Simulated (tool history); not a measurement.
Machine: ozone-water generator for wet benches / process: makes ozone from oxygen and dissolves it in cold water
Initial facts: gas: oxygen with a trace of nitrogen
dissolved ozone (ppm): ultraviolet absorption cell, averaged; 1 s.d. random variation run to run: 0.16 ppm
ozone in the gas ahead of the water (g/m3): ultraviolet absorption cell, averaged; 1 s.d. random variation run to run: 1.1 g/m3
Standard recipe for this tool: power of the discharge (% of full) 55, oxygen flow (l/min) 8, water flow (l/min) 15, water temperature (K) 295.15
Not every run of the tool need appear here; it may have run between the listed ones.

| run | hour | power of the discharge (% of full) | oxygen flow (l/min) | water flow (l/min) | water temperature (K) | dissolved ozone (ppm) | ozone in the gas ahead of the water (g/m3) |
|---|---|---|---|---|---|---|---|
| 1 | 0 | 55 | 8 | 15 | 295.15 | 20.9 | 187.4 |
| 2 | 15.9 | 55 | 8 | 15 | 295.15 | 20.7 | 188.1 |
| 3 | 35.4 | 55 | 8 | 15 | 295.15 | 20.8 | 188.3 |
| 4 | 66.6 | 55 | 8 | 15 | 295.15 | 20.9 | 186.9 |
| 5 | 90.9 | 55 | 8 | 15 | 295.15 | 20.8 | 186.9 |
| 6 | 108.3 | 55 | 8 | 15 | 295.15 | 21 | 187.5 |
| 7 | 144 | 55 | 8 | 15 | 295.15 | 20.8 | 187 |
| 8 | 178.1 | 55 | 8 | 15 | 295.15 | 21 | 187.1 |
| 9 | 203.7 | 55 | 8 | 15 | 295.15 | 20.7 | 187 |
| 10 | 241.1 | 55 | 8 | 15 | 295.15 | 20.7 | 187.8 |
| 11 | 257.3 | 72 | 8.45 | 20 | 290.15 | 22 | 208.9 |
| 12 | 287.6 | 89 | 6.43 | 10 | 302.15 | 29.3 | 270.2 |
| 13 | 318.6 | 89 | 8.41 | 10 | 302.15 | 27.2 | 234 |
| 14 | 350.5 | 54 | 5.53 | 11 | 292.15 | 27.8 | 229.5 |
| 15 | 375.5 | 54 | 5.53 | 11 | 292.15 | 28.3 | 224.9 |
| 16 | 401.7 | 83 | 6.92 | 14 | 295.15 | 27.1 | 248.8 |
| 17 | 422 | 83 | 6.92 | 14 | 295.15 | 27.5 | 249.4 |
| 18 | 454.4 | 83 | 6.92 | 14 | 295.15 | 27.5 | 249.5 |
| 19 | 479.4 | 79 | 6.19 | 12 | 294.15 | 30.2 | 259 |

Here are 3 independent what-if runs from the current tool condition. What would each one return?
| A | 497.5 | 55 | 8 | 17 | 297.15 | ? | ? |
| B | 497.5 | 86 | 10.33 | 12 | 288.15 | ? | ? |
| C | 497.5 | 66 | 5.83 | 12 | 294.15 | ? | ? |

| run | dissolved ozone (ppm) | ozone in the gas ahead of the water (g/m3) |
|---|---|---|
| A | 18.4 | 188.1 |
| B | 32.5 | 206.4 |
| C | 27.7 | 244.4 |
What these runs would have given with no unlogged condition in the tool:
| run | dissolved ozone (ppm) | ozone in the gas ahead of the water (g/m3) |
|---|---|---|
| A | 18.4 | 188.3 |
| B | 32.6 | 206.6 |
| C | 27.8 | 244.6 |
